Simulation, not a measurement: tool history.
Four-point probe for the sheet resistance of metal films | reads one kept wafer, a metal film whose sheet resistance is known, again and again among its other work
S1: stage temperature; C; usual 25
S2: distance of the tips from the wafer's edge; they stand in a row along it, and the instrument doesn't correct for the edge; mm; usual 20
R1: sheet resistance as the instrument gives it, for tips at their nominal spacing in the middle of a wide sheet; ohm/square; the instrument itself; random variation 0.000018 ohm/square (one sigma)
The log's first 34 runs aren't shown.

run,day,S1,S2,R1
35,19.258,23,40,0.091978
36,19.675,21,65,0.091965
37,20.067,25,20,0.092062
38,20.683,23,3,0.094140
39,21.512,24,24,0.092018
40,22.367,28,20,0.092074
41,22.846,25,5,0.092830
42,23.333,25,5,0.092853
43,23.883,18,5,0.092825
44,24.367,18,5,0.092809
45,25.121,22,3,0.094194

3 ways to go on from here, each from the tool as it stands after run 45. What would each give?
A,25.479,20,74,?
B,25.479,29,16,?
C,25.479,28,6,?

run,R1
A,0.092051
B,0.092188
C,0.092625
Without the tool's hidden state the same runs would have given:
run,R1
A,0.091315
B,0.091453
C,0.091886
